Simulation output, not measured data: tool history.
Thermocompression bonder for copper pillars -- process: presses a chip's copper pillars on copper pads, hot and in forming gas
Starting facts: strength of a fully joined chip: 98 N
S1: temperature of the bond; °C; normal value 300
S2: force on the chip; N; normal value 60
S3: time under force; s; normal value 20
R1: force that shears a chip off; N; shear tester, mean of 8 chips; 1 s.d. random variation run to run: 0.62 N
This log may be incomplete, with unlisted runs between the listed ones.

run   hour   S1  S2  S3    R1
  1    0.0  300  60  20  47.5
  2    9.8  300  60  20  46.9
  3   21.6  300  60  20  47.3
  4   27.7  326  60  20  61.6
  5   39.7  326  60  20  61.0
  6   52.7  300  60  21  47.3
  7   60.8  300  60  21  48.3
      68.7  -- heater calibrated with a thermocouple chip
  8   70.5  300  60  20  43.2
  9   80.7  300  60  20  41.7
 10   86.4  300  60  20  42.5
 11   93.8  300  60  20  42.2
 12  103.0  300  60  20  42.2
 13  112.7  300  60  20  42.1
 14  122.0  300  60  20  44.3
 15  133.0  300  60  20  43.6
 16  145.8  300  60  24  44.8
 17  153.5  300  60  24  46.1
 18  162.5  300  60  20  42.6
 19  169.5  300  60  20  41.8
 20  176.5  300  87  20  51.5
 21  189.3  300  87  20  50.6
 22  201.7  313  60  20  48.9
 23  210.6  313  63  20  49.3
 24  220.7  313  42  20  40.9
 25  231.0  313  42  20  41.0
 26  243.5  300  50  16  34.7
 27  252.6  300  50  16  35.7
 28  264.9  304  77  16  47.4
 29  273.3  304  77  16  48.1
 30  287.1  303  77  51  67.0
 31  300.6  300  54  25  42.8
 32  312.9  310  53  27  50.3
 33  322.3  321  50  55  65.2
 34  335.8  321  50  55  65.7
 35  349.5  323  60  12  46.0
 36  361.4  274  72  30  39.1
 37  371.8  273  60  53  43.0
     382.1  -- forming gas filter changed
 38  382.8  273  60  53  45.4
 39  393.0  275  79  38  47.6
 40  401.6  313  60  52  69.5
 41  413.6  282  72  50  54.9

3 options for the next run, each taken on its own from the tool as it stands now. Forecast them:
  A  420.0  274  61  14   ?
  B  420.0  290  41  20   ?
  C  420.0  323  50  14   ?

run    R1
  A  27.3
  B  31.3
  C  46.6
Without the tool's hidden state the same runs would have given:
run    R1
  A  25.8
  B  29.8
  C  44.8
